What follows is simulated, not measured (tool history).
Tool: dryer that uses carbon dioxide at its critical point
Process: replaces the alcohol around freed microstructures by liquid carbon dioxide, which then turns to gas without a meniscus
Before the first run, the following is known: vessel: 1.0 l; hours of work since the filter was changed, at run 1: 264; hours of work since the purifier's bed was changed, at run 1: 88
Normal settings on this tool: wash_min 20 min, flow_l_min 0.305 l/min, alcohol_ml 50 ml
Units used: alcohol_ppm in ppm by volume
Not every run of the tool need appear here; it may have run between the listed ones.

run     day  wash_min  flow_l_min  alcohol_ml  hours of work since the filter was changed  hours of work since the purifier's bed was changed  alcohol_ppm
  1   0.000        20       0.305          50                                         264                                                  88          442
  2   0.879        13       0.305          50                                         277                                                 101         2367
  3   2.883        13       0.305          50                                         308                                                 132         2451
  4   4.925        13       0.305          50                                         338                                                 162         2544
  5   6.242        13       0.305          50                                         358                                                 182         2686
  6   7.900        20       0.305          50                                         383                                                 208          628
      8.525  -- inlet filter changed
  7   9.746        20       0.304          50                                          18                                                 235          320
  8  11.846        20       0.304          50                                          50                                                 266          350
  9  13.362        20       0.304          50                                          73                                                 289          375
 10  14.267        20       0.304          50                                          87                                                 303          389
 11  15.383        20       0.305          50                                         104                                                 320          399
 12  17.483        20       0.305          36                                         135                                                 352          351
 13  18.783        20       0.305          36                                         155                                                 371          355
 14  20.525        20       0.305          50                                         181                                                 398          465
 15  22.412        20       0.431          50                                         210                                                 426          181
 16  24.508        20       0.305          50                                         241                                                 458          550
 17  25.421        20       0.305          50                                         255                                                 472          561
 18  26.438        20       0.305          50                                         271                                                 487          581
 19  27.721        20       0.281          50                                         290                                                 506          801
 20  29.242        22       0.305          50                                         313                                                 529          474
 21  30.779        20       0.305          44                                         336                                                 553          611
 22  31.692        20       0.305          44                                         350                                                 566          627
 23  32.842        20       0.500          50                                         367                                                 584          218
     34.558  -- inlet filter changed
 24  34.558        20       0.500          50                                           0                                                 609          199
 25  36.733        20       0.500          50                                          33                                                 642          214
 26  38.042        28       0.197          32                                          53                                                 662          450
 27  39.125        21       0.269          39                                          69                                                 678          518
 28  40.750        21       0.269          39                                          94                                                 703          542
 29  42.171        21       0.269          26                                         115                                                 724          438
 30  44.279        15       0.315          50                                         147                                                 756         1209
 31  46.025        15       0.315          50                                         173                                                 782         1311
 32  47.708        23       0.345          29                                         199                                                 808          308
 33  48.746        15       0.305          50                                         214                                                 823         1561
 34  50.812        26       0.212          58                                         246                                                 855          935
 35  52.375        20       0.269          42                                         269                                                 878          876
 36  53.996        20       0.269          42                                         294                                                 903          940
 37  55.088        30       0.267          87                                         310                                                 919          459
     56.046  -- purifier's bed changed
 38  56.404        31       0.474          50                                         328                                                   5            2
 39  58.100        14       0.185          50                                         354                                                  31         6827
 40  59.842        14       0.185          50                                         380                                                  57         7127
     60.729  -- inlet filter changed
 41  61.608        24       0.391          20                                          13                                                  83           36
 42  63.217        21       0.403          90                                          38                                                 108          100
 43  64.879        21       0.403          90                                          63                                                 133          116
 44  67.025        18       0.475          45                                          95                                                 165           88
 45  68.558        16       0.305          34                                         118                                                 188          621
 46  69.708        16       0.305          34                                         136                                                 206          659

Take each entry between the runs: how does the hidden state at the last listed run before it differ from the hidden state at the first listed run after it?
After run 6, before run 7: inlet filter changed (day 8.525)
  flow that reaches the vessel past the clogged filter, %: 82.8 -> 98.7; alcohol in the recycled carbon dioxide, ppm: 70.1 -> 77.7
  the result without the hidden state subtracted from the measured one, alcohol_ppm: +398 -> +88 ppm by volume
After run 23, before run 24: inlet filter changed (day 34.558)
  flow that reaches the vessel past the clogged filter, %: 84 -> 99.7; alcohol in the recycled carbon dioxide, ppm: 180.1 -> 187.2
  the result without the hidden state subtracted from the measured one, alcohol_ppm: +200 -> +180 ppm by volume
After run 37, before run 38: purifier's bed changed (day 56.046)
  flow that reaches the vessel past the clogged filter, %: 87.2 -> 86.4; alcohol in the recycled carbon dioxide, ppm: 275 -> 7.9
  the result without the hidden state subtracted from the measured one, alcohol_ppm: +380 -> +2 ppm by volume
After run 40, before run 41: inlet filter changed (day 60.729)
  flow that reaches the vessel past the clogged filter, %: 84.2 -> 99.1; alcohol in the recycled carbon dioxide, ppm: 23 -> 30
  the result without the hidden state subtracted from the measured one, alcohol_ppm: +2214 -> +26 ppm by volume
